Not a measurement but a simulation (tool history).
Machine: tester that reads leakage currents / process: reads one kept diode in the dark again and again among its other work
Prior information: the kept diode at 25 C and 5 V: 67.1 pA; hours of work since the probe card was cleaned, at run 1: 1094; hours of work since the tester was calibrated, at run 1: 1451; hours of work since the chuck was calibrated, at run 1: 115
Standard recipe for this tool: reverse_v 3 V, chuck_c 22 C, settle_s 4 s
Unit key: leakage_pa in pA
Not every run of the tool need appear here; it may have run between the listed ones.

run,hour,reverse_v,chuck_c,settle_s,hours of work since the probe card was cleaned,hours of work since the tester was calibrated,hours of work since the chuck was calibrated,leakage_pa
1,0,3,22,4,1094,1451,115,43.92
2,81,3,22,4,1146,1503,168,44.48
3,129.5,3,22,4,1178,1535,199,44.87
4,178.7,3,22,4,1209,1566,231,44.9
5,275.8,3,22,4,1272,1629,293,45.5
6,335.9,2.63,22,0.69,1311,1668,332,43.99
7,429.4,3.67,56,7.83,1371,1728,392,982
8,510.6,1.66,22,4,1423,1781,445,36.36
9,617,1.66,30,1.9,1492,1849,513,78.34
10,725.9,1.66,30,1.9,1562,1920,584,78.85

For each run, the measured value with the value that run would have given without the tool's hidden condition subtracted. The run-to-run variation is shared by both, the gauge scatter possibly not:
Hidden state at play: stray current of the dirty probe card, pA a volt; current scale over the true one, %; true chuck temperature over the reading, C; drift of the gauge itself on leakage_pa, %.
run,leakage_pa
1,+3.15
2,+3.58
3,+3.87
4,+4.09
5,+4.58
6,+4.53
7,+67.37
8,+4.11
9,+8.22
10,+9.05

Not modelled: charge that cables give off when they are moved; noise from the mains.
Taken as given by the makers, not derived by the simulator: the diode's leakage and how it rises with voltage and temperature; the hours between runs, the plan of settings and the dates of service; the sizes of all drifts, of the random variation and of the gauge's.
